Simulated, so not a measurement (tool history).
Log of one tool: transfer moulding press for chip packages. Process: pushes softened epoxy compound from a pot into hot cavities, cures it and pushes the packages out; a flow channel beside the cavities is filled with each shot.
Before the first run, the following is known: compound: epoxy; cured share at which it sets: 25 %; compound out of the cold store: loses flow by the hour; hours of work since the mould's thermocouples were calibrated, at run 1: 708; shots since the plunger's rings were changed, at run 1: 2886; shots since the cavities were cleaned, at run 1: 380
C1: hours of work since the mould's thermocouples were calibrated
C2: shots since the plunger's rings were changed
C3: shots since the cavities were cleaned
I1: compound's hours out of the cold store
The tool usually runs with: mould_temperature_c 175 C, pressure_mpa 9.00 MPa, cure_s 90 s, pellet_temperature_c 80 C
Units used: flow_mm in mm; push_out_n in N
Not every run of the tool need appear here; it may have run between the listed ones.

{"run": 1, "day": 0.0, "mould_temperature_c": 175, "pressure_mpa": 9.0, "cure_s": 90, "pellet_temperature_c": 80, "C1": 708, "C2": 2886, "C3": 380, "I1": 32.7, "flow_mm": 658, "push_out_n": 466}
{"day": 0.579, "done": "cavities cleaned with cleaning compound and waxed"}
{"run": 2, "day": 1.479, "mould_temperature_c": 175, "pressure_mpa": 9.0, "cure_s": 90, "pellet_temperature_c": 80, "C1": 727, "C2": 3265, "C3": 241, "I1": 36.1, "flow_mm": 636, "push_out_n": 417}
{"day": 2.533, "done": "cavities cleaned with cleaning compound and waxed"}
{"run": 3, "day": 2.621, "mould_temperature_c": 175, "pressure_mpa": 9.0, "cure_s": 90, "pellet_temperature_c": 80, "C1": 741, "C2": 3554, "C3": 24, "I1": 17.9, "flow_mm": 718, "push_out_n": 330}
{"run": 4, "day": 3.938, "mould_temperature_c": 175, "pressure_mpa": 9.0, "cure_s": 90, "pellet_temperature_c": 80, "C1": 759, "C2": 3906, "C3": 376, "I1": 45.5, "flow_mm": 588, "push_out_n": 500}
{"day": 4.242, "done": "plunger's sealing rings changed"}
{"day": 4.658, "done": "cavities cleaned with cleaning compound and waxed"}
{"run": 5, "day": 6.183, "mould_temperature_c": 175, "pressure_mpa": 9.0, "cure_s": 90, "pellet_temperature_c": 80, "C1": 787, "C2": 502, "C3": 408, "I1": 8.1, "flow_mm": 816, "push_out_n": 489}
{"day": 6.642, "done": "cavities cleaned with cleaning compound and waxed"}
{"run": 6, "day": 7.217, "mould_temperature_c": 175, "pressure_mpa": 9.0, "cure_s": 90, "pellet_temperature_c": 80, "C1": 800, "C2": 762, "C3": 154, "I1": 11.9, "flow_mm": 794, "push_out_n": 389}
{"day": 8.579, "done": "cavities cleaned with cleaning compound and waxed"}
{"run": 7, "day": 8.996, "mould_temperature_c": 175, "pressure_mpa": 9.0, "cure_s": 90, "pellet_temperature_c": 80, "C1": 823, "C2": 1221, "C3": 111, "I1": 16.1, "flow_mm": 767, "push_out_n": 398}
{"run": 8, "day": 9.892, "mould_temperature_c": 175, "pressure_mpa": 9.0, "cure_s": 90, "pellet_temperature_c": 80, "C1": 835, "C2": 1461, "C3": 351, "I1": 30.1, "flow_mm": 693, "push_out_n": 499}
{"day": 10.362, "done": "mould's thermocouples calibrated"}
{"day": 10.696, "done": "cavities cleaned with cleaning compound and waxed"}
{"run": 9, "day": 11.667, "mould_temperature_c": 175, "pressure_mpa": 9.0, "cure_s": 90, "pellet_temperature_c": 80, "C1": 17, "C2": 1898, "C3": 261, "I1": 34.9, "flow_mm": 658, "push_out_n": 466}
{"day": 12.708, "done": "cavities cleaned with cleaning compound and waxed"}
{"run": 10, "day": 13.683, "mould_temperature_c": 177, "pressure_mpa": 10.81, "cure_s": 90, "pellet_temperature_c": 80, "C1": 43, "C2": 2420, "C3": 261, "I1": 44.2, "flow_mm": 666, "push_out_n": 447}
{"day": 14.812, "done": "cavities cleaned with cleaning compound and waxed"}
{"run": 11, "day": 15.792, "mould_temperature_c": 177, "pressure_mpa": 10.81, "cure_s": 90, "pellet_temperature_c": 80, "C1": 70, "C2": 2968, "C3": 262, "I1": 23.4, "flow_mm": 759, "push_out_n": 435}
{"day": 16.829, "done": "cavities cleaned with cleaning compound and waxed"}
{"run": 12, "day": 17.467, "mould_temperature_c": 174, "pressure_mpa": 9.57, "cure_s": 90, "pellet_temperature_c": 71, "C1": 91, "C2": 3400, "C3": 171, "I1": 46.8, "flow_mm": 614, "push_out_n": 433}
{"day": 18.858, "done": "cavities cleaned with cleaning compound and waxed"}
{"run": 13, "day": 19.221, "mould_temperature_c": 172, "pressure_mpa": 9.57, "cure_s": 90, "pellet_temperature_c": 71, "C1": 114, "C2": 3853, "C3": 97, "I1": 29.2, "flow_mm": 693, "push_out_n": 437}
{"day": 19.783, "done": "plunger's sealing rings changed"}
{"run": 14, "day": 20.667, "mould_temperature_c": 167, "pressure_mpa": 7.02, "cure_s": 90, "pellet_temperature_c": 80, "C1": 132, "C2": 237, "C3": 456, "I1": 13.5, "flow_mm": 728, "push_out_n": 900}
{"day": 20.95, "done": "mould's thermocouples calibrated, once more"}
{"day": 21.012, "done": "cavities cleaned with cleaning compound and waxed"}
{"day": 22.992, "done": "cavities cleaned with cleaning compound and waxed"}
{"run": 15, "day": 22.992, "mould_temperature_c": 179, "pressure_mpa": 10.91, "cure_s": 79, "pellet_temperature_c": 80, "C1": 26, "C2": 804, "C3": 0, "I1": 18.7, "flow_mm": 806, "push_out_n": 296}
{"run": 16, "day": 24.654, "mould_temperature_c": 180, "pressure_mpa": 9.0, "cure_s": 93, "pellet_temperature_c": 89, "C1": 48, "C2": 1248, "C3": 444, "I1": 20.4, "flow_mm": 718, "push_out_n": 455}

Predict each of these 4 candidate next runs independently; none follows another, all start after run 16:
{"day": 25.042, "done": "cavities cleaned with cleaning compound and waxed"}
{"run": "A", "day": 26.762, "mould_temperature_c": 170, "pressure_mpa": 9.0, "cure_s": 90, "pellet_temperature_c": 87, "C1": 75, "C2": 1796, "C3": 461, "I1": 34.3, "flow_mm": "?", "push_out_n": "?"}
{"day": 25.042, "done": "cavities cleaned with cleaning compound and waxed"}
{"run": "B", "day": 26.762, "mould_temperature_c": 174, "pressure_mpa": 9.0, "cure_s": 127, "pellet_temperature_c": 88, "C1": 75, "C2": 1796, "C3": 461, "I1": 42.3, "flow_mm": "?", "push_out_n": "?"}
{"day": 25.042, "done": "cavities cleaned with cleaning compound and waxed"}
{"run": "C", "day": 26.762, "mould_temperature_c": 180, "pressure_mpa": 6.92, "cure_s": 74, "pellet_temperature_c": 75, "C1": 75, "C2": 1796, "C3": 461, "I1": 24.1, "flow_mm": "?", "push_out_n": "?"}
{"day": 25.042, "done": "cavities cleaned with cleaning compound and waxed"}
{"run": "D", "day": 26.762, "mould_temperature_c": 180, "pressure_mpa": 9.0, "cure_s": 93, "pellet_temperature_c": 82, "C1": 75, "C2": 1796, "C3": 461, "I1": 39.5, "flow_mm": "?", "push_out_n": "?"}

run=A flow_mm=671 push_out_n=586
run=B flow_mm=620 push_out_n=433
run=C flow_mm=609 push_out_n=522
run=D flow_mm=616 push_out_n=478
Without the tool's unlogged condition, the same runs would have read:
run=A flow_mm=694 push_out_n=343
run=B flow_mm=642 push_out_n=251
run=C flow_mm=630 push_out_n=305
run=D flow_mm=637 push_out_n=284

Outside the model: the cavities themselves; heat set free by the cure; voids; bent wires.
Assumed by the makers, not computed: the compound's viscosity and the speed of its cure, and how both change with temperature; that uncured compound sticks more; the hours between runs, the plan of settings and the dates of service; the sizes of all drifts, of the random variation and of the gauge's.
